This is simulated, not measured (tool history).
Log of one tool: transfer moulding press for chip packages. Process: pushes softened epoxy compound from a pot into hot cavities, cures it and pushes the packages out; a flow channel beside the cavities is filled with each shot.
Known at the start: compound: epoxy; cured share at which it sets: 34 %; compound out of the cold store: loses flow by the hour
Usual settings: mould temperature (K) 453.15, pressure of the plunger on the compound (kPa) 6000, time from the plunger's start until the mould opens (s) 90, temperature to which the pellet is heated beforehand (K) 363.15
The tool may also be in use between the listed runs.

run    day  mould temperature (K)  pressure of the plunger on the compound (kPa)  time from the plunger's start until the mould opens (s)  temperature to which the pellet is heated beforehand (K)  incoming compound's hours out of the cold store  length that the compound runs in the flow channel (mm)  greatest force on the pins that push the packages out (N)
  1  0.000                 453.15                                           6000                                                       90                                                    363.15                                             26.2                                                     871                                                        888
  2  0.508                 453.15                                           6000                                                       90                                                    363.15                                             10.6                                                     899                                                        967
     0.792  -- cavities cleaned with cleaning compound and waxed
     1.296  -- plunger's sealing rings changed
  3  1.504                 453.15                                           6000                                                       90                                                    363.15                                             28.9                                                     966                                                        666
  4  2.138                 453.15                                           6000                                                       90                                                    363.15                                             33.3                                                     962                                                        780
  5  2.921                 453.15                                           6000                                                       90                                                    363.15                                             15.4                                                    1007                                                        926
  6  3.696                 453.15                                           6000                                                       90                                                    363.15                                             22.5                                                     961                                                        868
     4.146  -- cavities cleaned with cleaning compound and waxed
  7  4.412                 453.15                                           7250                                                       90                                                    363.15                                             47.7                                                     995                                                        519
  8  4.996                 458.15                                           7250                                                       90                                                    370.15                                             46.1                                                     981                                                        574
  9  5.688                 448.15                                           6390                                                       74                                                    353.15                                             42.6                                                     954                                                       1729
 10  6.292                 461.15                                           7430                                                       79                                                    372.15                                             36.3                                                     989                                                        744
     7.367  -- cavities cleaned with cleaning compound and waxed
 11  7.367                 453.15                                           6000                                                       75                                                    363.15                                             39.5                                                     913                                                        684
 12  7.825                 455.15                                           6280                                                      111                                                    366.15                                              9.5                                                    1014                                                        489
 13  8.488                 455.15                                           6280                                                      111                                                    366.15                                             12.2                                                     974                                                        545

3 ways to go on from here, each from the tool as it stands after run 13. What would each give?
  A  9.425                 454.15                                           6000                                                       90                                                    363.15                                             42.7                                                       ?                                                          ?
  B  9.425                 455.15                                           6280                                                      120                                                    365.15                                             43.8                                                       ?                                                          ?
  C  9.425                 460.15                                           6490                                                      124                                                    363.15                                             47.9                                                       ?                                                          ?

run  length that the compound runs in the flow channel (mm)  greatest force on the pins that push the packages out (N)
  A                                                     872                                                        810
  B                                                     899                                                        636
  C                                                     874                                                        598
Without the tool's hidden state the same runs would have given:
run  length that the compound runs in the flow channel (mm)  greatest force on the pins that push the packages out (N)
  A                                                     923                                                        442
  B                                                     951                                                        351
  C                                                     925                                                        329

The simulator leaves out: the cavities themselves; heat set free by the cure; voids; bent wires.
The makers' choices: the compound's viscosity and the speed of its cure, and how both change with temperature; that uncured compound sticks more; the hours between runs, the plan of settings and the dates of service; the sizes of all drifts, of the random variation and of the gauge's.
